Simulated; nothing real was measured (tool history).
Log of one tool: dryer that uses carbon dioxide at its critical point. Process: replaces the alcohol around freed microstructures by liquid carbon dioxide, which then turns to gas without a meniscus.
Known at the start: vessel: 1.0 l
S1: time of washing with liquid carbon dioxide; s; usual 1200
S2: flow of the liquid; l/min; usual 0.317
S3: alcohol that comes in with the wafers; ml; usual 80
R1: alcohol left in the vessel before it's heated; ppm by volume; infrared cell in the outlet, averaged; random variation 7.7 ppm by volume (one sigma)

run,day,S1,S2,S3,R1
1,0.000,1200,0.317,80,508
2,2.483,1200,0.317,80,556
3,5.392,1200,0.317,108,857
4,7.058,1200,0.317,108,895
5,9.496,1200,0.317,80,790
6,12.425,1200,0.317,80,863
7,13.779,1200,0.458,80,143
8,15.038,1200,0.458,80,147

Forecast run 9:
# day 15.654: inlet filter changed
9,17.333,1200,0.458,80,?

{"run 9": {"R1": 80}}
Without the tool's hidden state the same run would have given R1 28 ppm by volume.
